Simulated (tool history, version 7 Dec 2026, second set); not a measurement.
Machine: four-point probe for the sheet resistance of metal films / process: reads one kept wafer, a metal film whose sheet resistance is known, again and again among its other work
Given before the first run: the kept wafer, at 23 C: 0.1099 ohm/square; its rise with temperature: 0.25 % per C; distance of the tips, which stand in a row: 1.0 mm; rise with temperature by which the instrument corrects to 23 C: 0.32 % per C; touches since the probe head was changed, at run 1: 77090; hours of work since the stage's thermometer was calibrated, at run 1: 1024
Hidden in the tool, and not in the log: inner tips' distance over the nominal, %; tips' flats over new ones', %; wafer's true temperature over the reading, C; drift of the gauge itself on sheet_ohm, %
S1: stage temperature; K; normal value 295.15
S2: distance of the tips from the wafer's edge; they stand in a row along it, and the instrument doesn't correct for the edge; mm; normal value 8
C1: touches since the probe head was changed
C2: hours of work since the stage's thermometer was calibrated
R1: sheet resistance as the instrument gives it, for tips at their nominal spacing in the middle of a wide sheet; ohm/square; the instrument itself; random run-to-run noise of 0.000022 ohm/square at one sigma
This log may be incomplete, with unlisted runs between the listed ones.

run    hour      S1  S2     C1    C2        R1
  1     0.0  295.15   8  77090  1024  0.109479
  2    47.0  295.15   8  78721  1052  0.109490
  3    73.4  295.15   8  79640  1067  0.109492
  4   102.4  295.15   8  80647  1085  0.109420
  5   145.2  295.15   8  82132  1110  0.109483
  6   191.3  295.15   8  83731  1137  0.109412
  7   240.2  295.15   8  85429  1166  0.109422
  8   276.7  295.15   4  86698  1188  0.111956
  9   329.6  295.15   4  88534  1219  0.111978
 10   359.1  295.15   4  89558  1236  0.111946
      368.9  -- new probe head fitted
 11   408.3  296.15   8   1368  1265  0.111271
 12   440.0  296.15   8   2465  1284  0.111253
 13   482.2  296.15   8   3931  1309  0.111247
 14   515.4  295.15   8   5084  1328  0.111302
 15   543.9  295.15   8   6075  1345  0.111254
 16   595.6  295.15   8   7867  1376  0.111228
 17   624.5  295.15   8   8872  1393  0.111274
 18   672.2  295.15   8  10527  1421  0.111211
 19   722.1  295.15   8  12259  1450  0.111199
 20   771.8  295.15   8  13985  1480  0.111175
 21   808.1  301.15  27  15248  1501  0.109867
 22   832.7  301.15  27  16102  1516  0.109832
 23   869.8  302.15  15  17388  1538  0.109950
      873.0  -- stage's thermometer calibrated
 24   916.7  303.15   3  18999    26  0.115676
 25   938.5  293.15   8  19757    39  0.111177
 26   964.5  298.15   4  20659    54  0.113421
 27   987.7  298.15  37  21462    68  0.109911
 28  1021.0  291.15  58  22620    88  0.110358
 29  1074.8  291.15  58  24487   119  0.110401
     1120.6  -- stage's thermometer calibrated, once more
 30  1125.4  291.15  58  26226     3  0.110564
 31  1169.9  293.15  29  27773    29  0.110430
 32  1218.7  300.15  44  29466    58  0.109839
 33  1270.6  296.15  15  31268    89  0.110359
 34  1311.1  296.15  15  32675   113  0.110366
 35  1341.6  295.15  58  33733   131  0.110159
 36  1380.4  300.15  47  35080   154  0.109794
 37  1415.8  300.15  42  36308   175  0.109785

3 ways to go on from here, each from the tool as it stands after run 37. What would each give?
  A  1456.5  298.15  42  37720  199   ?
  B  1456.5  304.15  42  37720  199   ?
  C  1456.5  300.15  39  37720  199   ?

run        R1
  A  0.109942
  B  0.109440
  C  0.109792
What these runs would have given with no unlogged condition in the tool:
run        R1
  A  0.109821
  B  0.109320
  C  0.109671
